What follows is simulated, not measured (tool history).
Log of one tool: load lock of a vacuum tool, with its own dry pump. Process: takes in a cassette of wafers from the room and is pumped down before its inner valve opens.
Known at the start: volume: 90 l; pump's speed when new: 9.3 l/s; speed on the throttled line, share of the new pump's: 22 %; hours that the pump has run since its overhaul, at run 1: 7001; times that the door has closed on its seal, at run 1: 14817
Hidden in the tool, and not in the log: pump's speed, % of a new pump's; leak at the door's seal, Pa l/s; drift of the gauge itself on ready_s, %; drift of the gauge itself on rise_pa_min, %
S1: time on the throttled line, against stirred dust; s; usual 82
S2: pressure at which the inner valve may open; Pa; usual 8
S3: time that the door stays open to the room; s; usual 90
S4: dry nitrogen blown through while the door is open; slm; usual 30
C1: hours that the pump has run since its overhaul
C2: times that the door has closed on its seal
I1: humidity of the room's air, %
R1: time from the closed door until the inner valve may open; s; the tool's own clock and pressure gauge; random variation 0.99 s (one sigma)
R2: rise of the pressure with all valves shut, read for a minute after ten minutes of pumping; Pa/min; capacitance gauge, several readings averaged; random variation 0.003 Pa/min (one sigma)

run,hour,S1,S2,S3,S4,C1,C2,I1,R1,R2
1,0,82,8,90,30,7001,14817,43.6,165.1,0.184
2,280.5,82,8,90,30,7282,16082,45,167.3,0.201
3,626.1,82,8,31,30,7627,17640,45.5,166.7,0.221
4,980.2,82,8,31,30,7982,19237,46.3,165.7,0.264
5,1185.8,84,8,90,30,8187,20164,46.3,167.8,0.29
6,1469.6,84,8,90,30,8471,21444,45.6,167.7,0.312
7,1747.9,84,8,90,30,8749,22698,44.2,169.1,0.355
8,1986.3,82,8,90,30,8988,23773,44.3,168.6,0.375
# hour 2262.3: door's seal changed, seat wiped
9,2273.2,82,8,90,30,9273,49,44.2,166.7,0.027
10,2537.2,82,9,90,30,9537,1240,45,166.8,0.034
11,2807.7,82,8,90,30,9808,2459,46.6,167.6,0.041
12,3146.2,49,8,90,30,10146,3985,46.5,145.4,0.051
13,3458.1,82,8,90,36,10458,5392,46.8,169.7,0.059
14,3772.3,82,8,90,30,10772,6809,46.3,169,0.08
15,4076.6,82,8,90,30,11076,8181,45.3,171.4,0.099
16,4269.3,82,8,90,30,11269,9050,42.9,170.4,0.109
17,4615.9,82,8,90,30,11616,10613,46.5,171.3,0.129
18,4853.7,82,8,90,30,11854,11685,47,171.9,0.147
19,5210.7,82,8,90,30,12211,13295,46.7,174,0.177
20,5393.9,82,8,42,26,12394,14120,46.1,173.2,0.18
21,5555.5,82,8,42,26,12555,14849,44.4,172.4,0.191
22,5825.9,82,8,42,26,12826,16069,46.2,173.4,0.217
23,5997.4,82,8,42,26,12997,16842,46,174.8,0.239
24,6243.4,82,8,85,30,13243,17951,45.2,176,0.27
25,6453.5,82,8,85,30,13453,18898,43,176.1,0.284
26,6768.7,53,8,154,15,13769,20320,48.5,154.6,0.348
27,6949.4,82,8,90,6,13949,21134,42.3,175.9,0.351
28,7171.8,82,8,125,26,14172,22137,44.4,175.4,0.378
29,7398.8,52,8,25,30,14399,23161,41.1,155.2,0.375
30,7566.4,52,13,94,4,14566,23916,48.5,148,0.426
# hour 7809: door's seal changed, seat wiped
31,7894.4,65,13,189,4,14893,386,46.9,161.2,0.069
32,8075.8,88,8,33,30,15074,1204,43.3,183.1,0.022
33,8425,45,8,90,43,15423,2778,46.9,153,0.035
34,8607.3,47,8,88,17,15606,3600,42.7,153.8,0.058
35,8801.8,47,8,88,17,15800,4477,44.5,153.1,0.06

Run 36 comes next. What will it give?
36,9038.7,47,8,88,17,16037,5545,44.5,?,?

{"run 36": {"R1": 153.7, "R2": 0.075}}
Without the tool's hidden state the same run would have given R1 129 s, R2 0.033 Pa/min.
